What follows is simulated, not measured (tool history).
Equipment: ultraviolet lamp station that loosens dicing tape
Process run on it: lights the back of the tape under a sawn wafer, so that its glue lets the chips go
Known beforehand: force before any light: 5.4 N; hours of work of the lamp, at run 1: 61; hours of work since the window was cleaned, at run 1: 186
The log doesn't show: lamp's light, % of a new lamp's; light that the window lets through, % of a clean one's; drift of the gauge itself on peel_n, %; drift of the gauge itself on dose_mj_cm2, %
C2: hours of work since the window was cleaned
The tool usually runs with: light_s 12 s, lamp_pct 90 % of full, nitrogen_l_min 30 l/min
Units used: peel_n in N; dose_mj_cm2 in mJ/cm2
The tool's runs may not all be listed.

{"run": 1, "hour": 0.0, "light_s": 12, "lamp_pct": 90, "nitrogen_l_min": 30, "hours of work of the lamp": 61, "C2": 186, "peel_n": 0.7, "dose_mj_cm2": 397}
{"run": 2, "hour": 24.2, "light_s": 12, "lamp_pct": 90, "nitrogen_l_min": 30, "hours of work of the lamp": 71, "C2": 197, "peel_n": 0.709, "dose_mj_cm2": 395}
{"run": 3, "hour": 54.4, "light_s": 12, "lamp_pct": 90, "nitrogen_l_min": 30, "hours of work of the lamp": 85, "C2": 210, "peel_n": 0.694, "dose_mj_cm2": 387}
{"run": 4, "hour": 69.7, "light_s": 12, "lamp_pct": 90, "nitrogen_l_min": 30, "hours of work of the lamp": 92, "C2": 217, "peel_n": 0.704, "dose_mj_cm2": 391}
{"run": 5, "hour": 99.7, "light_s": 12, "lamp_pct": 90, "nitrogen_l_min": 30, "hours of work of the lamp": 105, "C2": 230, "peel_n": 0.715, "dose_mj_cm2": 388}
{"run": 6, "hour": 113.8, "light_s": 12, "lamp_pct": 90, "nitrogen_l_min": 30, "hours of work of the lamp": 112, "C2": 237, "peel_n": 0.721, "dose_mj_cm2": 385}
{"run": 7, "hour": 142.5, "light_s": 7, "lamp_pct": 90, "nitrogen_l_min": 41, "hours of work of the lamp": 124, "C2": 250, "peel_n": 1.424, "dose_mj_cm2": 221}
{"run": 8, "hour": 172.8, "light_s": 16, "lamp_pct": 78, "nitrogen_l_min": 30, "hours of work of the lamp": 138, "C2": 263, "peel_n": 0.597, "dose_mj_cm2": 432}
{"run": 9, "hour": 190.9, "light_s": 12, "lamp_pct": 90, "nitrogen_l_min": 34, "hours of work of the lamp": 146, "C2": 271, "peel_n": 0.732, "dose_mj_cm2": 377}
{"run": 10, "hour": 215.6, "light_s": 10, "lamp_pct": 90, "nitrogen_l_min": 9, "hours of work of the lamp": 157, "C2": 282, "peel_n": 1.591, "dose_mj_cm2": 306}
{"run": 11, "hour": 230.2, "light_s": 18, "lamp_pct": 90, "nitrogen_l_min": 39, "hours of work of the lamp": 164, "C2": 289, "peel_n": 0.375, "dose_mj_cm2": 557}
{"run": 12, "hour": 257.8, "light_s": 11, "lamp_pct": 80, "nitrogen_l_min": 24, "hours of work of the lamp": 176, "C2": 301, "peel_n": 1.161, "dose_mj_cm2": 293}

Selected run-to-run steps in peel_n, each split into two signed amounts: the part the tool would show with no hidden state at all (from settings, incoming material and random variation), and the remainder, which goes to the hidden state together with any gauge scatter not common to the measured and the hidden-state-free results:
Run 10 -> 11: light_s 10 -> 18, nitrogen_l_min 9 -> 39. peel_n -1.216 N: hidden state -0.217, all else -0.999.
